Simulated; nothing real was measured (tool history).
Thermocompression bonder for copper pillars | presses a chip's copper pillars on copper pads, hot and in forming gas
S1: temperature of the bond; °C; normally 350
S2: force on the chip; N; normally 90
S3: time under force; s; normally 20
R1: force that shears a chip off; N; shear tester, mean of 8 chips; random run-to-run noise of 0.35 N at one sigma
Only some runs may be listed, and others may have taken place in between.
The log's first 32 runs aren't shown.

run     day   S1   S2  S3    R1
 33  15.704  338   90  28  34.9
 34  16.367  375  100  23  45.8
 35  16.842  375  100  37  53.1
 36  17.504  375  100  37  52.5
 37  17.854  364  104  17  39.2
 38  18.567  350   69  24  27.2
 39  19.333  350   69  24  27.6
 40  20.033  357   69  24  29.1
 41  20.525  375   57  31  31.9

Below are 3 alternative next runs, each starting from the tool's condition after run 41. Predict each:
  A  20.929  374  74  13   ?
  B  20.929  350  90  16   ?
  C  20.929  375  81  31   ?

run    R1
  A  27.9
  B  30.4
  C  42.7
What these runs would have given with no unlogged condition in the tool:
run    R1
  A  29.5
  B  32.3
  C  45.1
